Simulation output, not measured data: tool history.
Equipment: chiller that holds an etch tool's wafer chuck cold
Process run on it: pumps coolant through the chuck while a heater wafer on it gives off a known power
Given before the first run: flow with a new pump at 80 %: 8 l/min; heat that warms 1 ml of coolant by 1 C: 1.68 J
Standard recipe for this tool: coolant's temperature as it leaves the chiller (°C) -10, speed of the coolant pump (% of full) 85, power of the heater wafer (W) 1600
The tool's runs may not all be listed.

run    hour  coolant's temperature as it leaves the chiller (°C)  speed of the coolant pump (% of full)  power of the heater wafer (W)  chuck's temperature once it has settled (°C)  how much warmer the coolant comes back (C)
  1     0.0                                                  -10                                     85                           1600                                           2.9                                        6.85
  2   213.2                                                  -10                                     85                           1600                                           2.9                                        6.89
  3   310.9                                                  -10                                     85                           1600                                           3.2                                        6.84
  4   518.1                                                  -10                                     85                           1600                                           3.0                                        6.91
  5   673.0                                                  -10                                     68                           1600                                           5.9                                        8.56
  6   807.5                                                  -10                                     68                           1600                                           6.0                                        8.55
  7   997.8                                                  -10                                     68                           1185                                           2.1                                        6.32
  8  1157.6                                                  -10                                     85                           1600                                           3.4                                        6.87
  9  1299.5                                                  -10                                     85                           1600                                           3.5                                        6.95
 10  1492.6                                                  -10                                     85                           1600                                           3.4                                        6.97
 11  1654.9                                                  -10                                     85                           1600                                           3.5                                        6.90
 12  1805.5                                                   -7                                     85                           1281                                           3.9                                        5.56
 13  2030.1                                                   -9                                     73                           1281                                           3.6                                        6.53
 14  2207.9                                                   -9                                     73                           1281                                           3.5                                        6.53
 15  2356.9                                                   -9                                     73                           1281                                           3.5                                        6.52
 16  2475.5                                                  -19                                     76                           1600                                          -3.4                                        7.78
 17  2704.4                                                    0                                     76                            992                                           9.5                                        4.88
 18  2814.0                                                  -10                                     99                           1134                                          -1.1                                        4.25
     2867.1  -- chiller's thermometer calibrated
 19  3045.0                                                   -2                                     68                           1600                                          15.5                                        8.78
 20  3273.8                                                  -10                                     99                           1476                                           1.7                                        5.58
 21  3478.4                                                  -10                                     99                            983                                          -2.1                                        3.73
 22  3661.8                                                   -6                                     67                           1436                                          10.2                                        7.98

Selected run-to-run steps in chuck's temperature once it has settled (°C), each split into two signed amounts: the part the tool would show with no hidden state at all (from settings, incoming material and random variation), and the remainder, which goes to the hidden state together with any gauge scatter not common to the measured and the hidden-state-free results:
Hidden state at play: heat passed by the chuck's channels, % of clean ones'; flow at a given pump speed, % of a new pump's; coolant's true temperature over the reading, C; drift of the gauge itself on chuck_c, C; drift of the gauge itself on warmer_back_c, C.
Run 18 -> 19: coolant's temperature as it leaves the chiller (°C) -10 -> -2, speed of the coolant pump (% of full) 99 -> 68, power of the heater wafer (W) 1134 -> 1600, chiller's thermometer calibrated. chuck's temperature once it has settled (°C) +16.6: hidden state +2.0, all else +14.6.
Run 19 -> 20: coolant's temperature as it leaves the chiller (°C) -2 -> -10, speed of the coolant pump (% of full) 68 -> 99, power of the heater wafer (W) 1600 -> 1476. chuck's temperature once it has settled (°C) -13.8: hidden state -1.0, all else -12.8.
Run 21 -> 22: coolant's temperature as it leaves the chiller (°C) -10 -> -6, speed of the coolant pump (% of full) 99 -> 67, power of the heater wafer (W) 983 -> 1436. chuck's temperature once it has settled (°C) +12.3: hidden state +1.8, all else +10.5.
